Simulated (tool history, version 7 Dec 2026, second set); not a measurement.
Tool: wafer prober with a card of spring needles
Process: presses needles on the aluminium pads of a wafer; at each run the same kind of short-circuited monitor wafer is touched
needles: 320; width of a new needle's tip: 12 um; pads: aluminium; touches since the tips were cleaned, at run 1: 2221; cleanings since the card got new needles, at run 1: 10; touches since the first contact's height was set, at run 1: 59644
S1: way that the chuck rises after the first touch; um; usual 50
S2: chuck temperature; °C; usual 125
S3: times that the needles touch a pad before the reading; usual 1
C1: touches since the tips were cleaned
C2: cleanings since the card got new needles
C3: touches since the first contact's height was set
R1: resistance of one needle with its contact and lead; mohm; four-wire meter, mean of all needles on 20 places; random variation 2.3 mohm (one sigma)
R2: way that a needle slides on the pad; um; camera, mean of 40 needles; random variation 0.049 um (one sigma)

run   hour  S1   S2  S3    C1  C2      C3   R1     R2
  1      0  50  125   1  2221  10   59644  307  13.13
       6.6  -- tips cleaned on abrasive film
        18  -- tips cleaned on abrasive film
  2   18.3  50  125   1   138  12   69022  272   13.1
        29  -- tips cleaned on abrasive film
      39.7  -- tips cleaned on abrasive film
  3   45.2  50  125   1  2846  14   82866  317  12.98
      50.8  -- tips cleaned on abrasive film
      62.1  -- tips cleaned on abrasive film
  4   71.8  50  125   1  5023  16   96525  338     13
      73.4  -- tips cleaned on abrasive film
      84.6  -- tips cleaned on abrasive film
  5   91.5  50  125   1  3586  18  106627  333   12.9
      95.4  -- tips cleaned on abrasive film
       106  -- tips cleaned on abrasive film
  6  115.3  49  125   1  4826  20  118867  341  12.69
     117.2  -- tips cleaned on abrasive film
  7  126.5  49  125   1  4836  21  124609  338  12.66
       128  -- tips cleaned on abrasive film
       139  -- tips cleaned on abrasive film
     150.6  -- tips cleaned on abrasive film
  8  153.3  50  110   1  1386  24  138325  292  12.82
     161.9  -- tips cleaned on abrasive film
     173.2  -- tips cleaned on abrasive film
  9  179.6  50  110   1  3313  26  151851  327  12.85
     184.9  -- tips cleaned on abrasive film
 10  191.9  57  125   1  3620  27  158185  314  14.63
     195.8  -- tips cleaned on abrasive film
     206.5  -- tips cleaned on abrasive film
 11  211.9  57  125   1  2773  29  168441  313  14.72
     217.6  -- tips cleaned on abrasive film
       229  -- tips cleaned on abrasive film
 12  234.8  57  125   1  3019  31  180195  314  14.62
     239.8  -- tips cleaned on abrasive film
       251  -- tips cleaned on abrasive film
 13  251.3  57  125   1   115  33  188625  270  14.61
     261.9  -- tips cleaned on abrasive film
     272.6  -- tips cleaned on abrasive film
 14  272.6  50   38   1     0  35  199581  251  12.64
     283.1  -- tips cleaned on abrasive film
 15  286.6  37  125   3  1814  36  206784  296   9.31
     293.4  -- tips cleaned on abrasive film
     304.9  -- tips cleaned on abrasive film
 16  306.5  37   76   1   834  38  217000  314   9.17
     315.9  -- tips cleaned on abrasive film
 17  321.2  51  116   2  2725  39  224531  297  12.94
     327.6  -- tips cleaned on abrasive film
     338.7  -- tips cleaned on abrasive film
 18  344.3  49   39   2  2901  41  236391  289  12.35
     350.1  -- tips cleaned on abrasive film
     360.2  -- tips cleaned on abrasive film
     366.1  -- height of the first contact set anew
     371.6  -- tips cleaned on abrasive film
 19  372.2  49   39   2   316  44    3116  245  12.97
     382.2  -- tips cleaned on abrasive film
 20    388  49   39   2  3025  45   11274  290  12.92
     393.5  -- tips cleaned on abrasive film
     403.9  -- tips cleaned on abrasive film
 21  411.2  50  125   3  3794  47   23170  290   13.2
     416.1  -- tips cleaned on abrasive film
     428.2  -- tips cleaned on abrasive film
 22  428.9  38  103   1   371  49   32232  296   9.97
     438.4  -- tips cleaned on abrasive film
 23  441.8  50   48   3  1764  50   38897  257  13.21
     449.3  -- tips cleaned on abrasive film
 24  453.8  50   29   3  2341  51   45058  260  13.12
     459.6  -- tips cleaned on abrasive film
 25  466.1  70   29   2  3343  52   51356  262  18.44
       470  -- tips cleaned on abrasive film
     481.1  -- tips cleaned on abrasive film
 26  490.7  50   80   1  4942  54   63981  347  13.08
     492.2  -- tips cleaned on abrasive film
     503.9  -- tips cleaned on abrasive film
     515.7  -- tips cleaned on abrasive film
 27  515.7  50  125   2     0  57   76782  267  13.05
     526.9  -- tips cleaned on abrasive film
 28  531.4  39   67   3  2321  58   84882  289  10.13

The same runs without the tool's hidden state, with the same run-to-run variation:
The hidden state here: debris on the tips, nm; way that the needles fall short of the set height, um; tips' diameter, um; drift of the gauge itself on contact_mohm, %; drift of the gauge itself on scrub_um, %.
run   R1     R2
  1  260  13.28
  2  261  13.29
  3  259  13.21
  4  258  13.26
  5  264   13.2
  6  259  13.03
  7  256  13.02
  8  256  13.23
  9  255  13.29
 10  258  15.09
 11  261  15.22
 12  259  15.15
 13  260  15.17
 14  241  13.23
 15  265   9.91
 16  257    9.8
 17  257  13.58
 18  239  13.02
 19  235  12.99
 20  241  12.96
 21  262  13.27
 22  260  10.08
 23  238  13.33
 24  236  13.26
 25  233   18.6
 26  252  13.27
 27  260   13.3
 28  248  10.39

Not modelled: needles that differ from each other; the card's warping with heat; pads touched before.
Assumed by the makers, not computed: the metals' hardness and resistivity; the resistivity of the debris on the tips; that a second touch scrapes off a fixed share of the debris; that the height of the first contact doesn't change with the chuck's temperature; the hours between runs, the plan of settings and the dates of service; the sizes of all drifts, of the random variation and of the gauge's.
